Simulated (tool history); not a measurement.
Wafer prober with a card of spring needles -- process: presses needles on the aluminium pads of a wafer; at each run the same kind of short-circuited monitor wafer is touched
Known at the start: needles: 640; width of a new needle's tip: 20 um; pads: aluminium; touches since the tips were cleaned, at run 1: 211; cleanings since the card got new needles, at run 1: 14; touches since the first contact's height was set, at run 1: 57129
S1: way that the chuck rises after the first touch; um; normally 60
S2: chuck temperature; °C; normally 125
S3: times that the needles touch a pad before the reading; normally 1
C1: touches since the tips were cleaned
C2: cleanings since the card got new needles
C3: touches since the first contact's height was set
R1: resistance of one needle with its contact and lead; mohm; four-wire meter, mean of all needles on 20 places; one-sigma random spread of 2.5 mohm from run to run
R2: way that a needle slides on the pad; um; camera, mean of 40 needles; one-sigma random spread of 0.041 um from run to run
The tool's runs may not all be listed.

run,hour,S1,S2,S3,C1,C2,C3,R1,R2
1,0.0,60,125,1,211,14,57129,293,14.62
2,4.5,60,125,1,1562,14,58480,312,14.57
# hour 11.0: tips cleaned on abrasive film
3,13.4,71,125,1,737,15,61094,294,17.40
4,21.6,71,125,1,3169,15,63526,305,17.29
# hour 23.1: tips cleaned on abrasive film
5,29.9,71,125,1,2027,16,65974,312,17.35
# hour 35.3: tips cleaned on abrasive film
6,38.8,71,125,1,1067,17,68591,295,17.32
# hour 47.5: tips cleaned on abrasive film
7,48.6,71,125,1,318,18,71455,290,17.34
8,56.7,71,125,1,2740,18,73877,305,17.32
# hour 59.7: tips cleaned on abrasive film
9,67.1,71,125,1,2198,19,76940,310,17.21
# hour 71.6: tips cleaned on abrasive film
10,75.4,71,125,1,1129,20,79366,297,17.26
11,82.8,71,125,1,3332,20,81569,312,17.26
# hour 83.4: tips cleaned on abrasive film
12,89.7,71,125,1,1864,21,83586,304,17.22
# hour 95.1: tips cleaned on abrasive film
13,97.8,71,125,1,805,22,85974,300,17.28
# hour 107.0: tips cleaned on abrasive film
14,107.0,77,125,3,0,23,88694,285,18.59
15,112.3,56,40,2,1554,23,90248,282,13.56
16,117.4,56,40,2,3078,23,91772,290,13.48
# hour 118.7: tips cleaned on abrasive film
17,121.7,60,125,2,908,24,93023,299,14.41
# hour 122.4: height of the first contact set anew
# hour 130.8: tips cleaned on abrasive film
18,131.2,66,60,1,116,25,2566,271,15.63
19,136.6,66,60,1,1744,25,4194,289,15.61
# hour 142.7: tips cleaned on abrasive film
20,142.7,72,125,2,0,26,5961,284,17.00
21,147.4,44,125,1,1400,26,7361,337,10.11
# hour 155.1: tips cleaned on abrasive film
22,155.1,51,125,1,10,27,9621,292,11.79
23,160.8,51,125,1,1718,27,11329,325,11.76
24,165.5,60,44,2,3104,27,12715,288,14.07

How would selected steps in R1 from run to run divide? Give the signed amount a tool lacking its hidden state would still show from settings, what came in and random variation, and the signed amount left for the hidden state, including any gauge scatter that is not in both of the compared results.
Hidden state at play: debris on the tips, nm; way that the needles fall short of the set height, um; tips' diameter, um; drift of the gauge itself on contact_mohm, %; drift of the gauge itself on scrub_um, %.
Run 20 -> 21: S1 72 -> 44, S3 2 -> 1. R1 +53 mohm: hidden state +40, all else +13.
Run 21 -> 22: S1 44 -> 51, tips cleaned on abrasive film. R1 -45 mohm: hidden state -37, all else -8.
